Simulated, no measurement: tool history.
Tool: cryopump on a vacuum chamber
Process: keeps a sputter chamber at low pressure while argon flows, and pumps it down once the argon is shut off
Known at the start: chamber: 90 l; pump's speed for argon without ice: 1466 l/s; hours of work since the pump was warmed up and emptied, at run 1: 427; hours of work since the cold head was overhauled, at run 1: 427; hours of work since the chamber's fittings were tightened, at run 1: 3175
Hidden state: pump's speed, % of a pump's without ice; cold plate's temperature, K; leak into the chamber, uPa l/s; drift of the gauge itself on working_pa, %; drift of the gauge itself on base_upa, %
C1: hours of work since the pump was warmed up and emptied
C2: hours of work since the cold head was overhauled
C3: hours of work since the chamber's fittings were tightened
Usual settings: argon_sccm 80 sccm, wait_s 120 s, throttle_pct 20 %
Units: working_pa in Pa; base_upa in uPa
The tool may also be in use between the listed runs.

Run 1, day 0: usual settings; C1 427; C2 427; C3 3175. Result: working_pa 0.4697 Pa, base_upa 1.48 uPa.
Run 2, day 1.033: usual settings; C1 445; C2 445; C3 3193. Result: working_pa 0.4704 Pa, base_upa 1.52 uPa.
Run 3, day 2.233: usual settings; C1 466; C2 466; C3 3214. Result: working_pa 0.4729 Pa, base_upa 1.45 uPa.
Run 4, day 3.558: usual settings but throttle_pct 16 %; C1 489; C2 489; C3 3237. Result: working_pa 0.5864 Pa, base_upa 1.48 uPa.
Run 5, day 4.592: usual settings but throttle_pct 16 %; C1 507; C2 507; C3 3255. Result: working_pa 0.5916 Pa, base_upa 1.49 uPa.
Run 6, day 5.567: usual settings; C1 524; C2 524; C3 3273. Result: working_pa 0.4742 Pa, base_upa 1.53 uPa.
Run 7, day 6.438: usual settings; C1 540; C2 540; C3 3288. Result: working_pa 0.4736 Pa, base_upa 1.49 uPa.
Run 8, day 7.733: usual settings; C1 562; C2 562; C3 3310. Result: working_pa 0.4714 Pa, base_upa 1.54 uPa.
Run 9, day 8.642: usual settings but throttle_pct 18 %; C1 578; C2 578; C3 3326. Result: working_pa 0.5292 Pa, base_upa 1.59 uPa.
Run 10, day 9.396: usual settings but argon_sccm 108 sccm, wait_s 110 s, throttle_pct 53 %; C1 591; C2 591; C3 3340. Result: working_pa 0.2532 Pa, base_upa 1.6 uPa.
Run 11, day 10.729: usual settings but argon_sccm 108 sccm, wait_s 110 s, throttle_pct 53 %; C1 615; C2 615; C3 3363. Result: working_pa 0.255 Pa, base_upa 1.59 uPa.
Run 12, day 12.088: usual settings but argon_sccm 43 sccm, wait_s 39 s, throttle_pct 29 %; C1 639; C2 639; C3 3387. Result: working_pa 0.1804 Pa, base_upa 2.98 uPa.
Run 13, day 13.446: usual settings but wait_s 64 s, throttle_pct 18 %; C1 662; C2 662; C3 3410. Result: working_pa 0.5281 Pa, base_upa 2.14 uPa.
Run 14, day 14.867: usual settings but argon_sccm 42 sccm, throttle_pct 25 %; C1 687; C2 687; C3 3435. Result: working_pa 0.2027 Pa, base_upa 1.56 uPa.
At day 15.696: leaking fittings of the chamber tightened, without venting.
Run 15, day 16.4: usual settings but argon_sccm 33 sccm, wait_s 22 s, throttle_pct 19 %; C1 713; C2 713; C3 12. Result: working_pa 0.2061 Pa, base_upa 4.14 uPa.
Run 16, day 17.8: usual settings but argon_sccm 33 sccm, wait_s 22 s, throttle_pct 19 %; C1 737; C2 737; C3 37. Result: working_pa 0.2078 Pa, base_upa 4.19 uPa.
Run 17, day 19.325: usual settings but argon_sccm 109 sccm; C1 764; C2 764; C3 64. Result: working_pa 0.6531 Pa, base_upa 1.03 uPa.

3 ways to go on from here, each from the tool as it stands after run 17. What would each give?
Run A, day 20.079: usual settings but argon_sccm 39 sccm, wait_s 30 s; C1 777; C2 777; C3 77. Result: working_pa ?, base_upa ?.
Run B, day 20.079: usual settings but argon_sccm 42 sccm, wait_s 86 s, throttle_pct 29 %; C1 777; C2 777; C3 77. Result: working_pa ?, base_upa ?.
Run C, day 20.079: usual settings but argon_sccm 160 sccm, wait_s 54 s, throttle_pct 28 %; C1 777; C2 777; C3 77. Result: working_pa ?, base_upa ?.

run  working_pa  base_upa
  A      0.2329      3.14
  B      0.1777      1.27
  C       0.692      1.91
Without the tool's hidden state the same runs would have given:
run  working_pa  base_upa
  A       0.224      3.06
  B      0.1681      1.19
  C      0.6555      1.83

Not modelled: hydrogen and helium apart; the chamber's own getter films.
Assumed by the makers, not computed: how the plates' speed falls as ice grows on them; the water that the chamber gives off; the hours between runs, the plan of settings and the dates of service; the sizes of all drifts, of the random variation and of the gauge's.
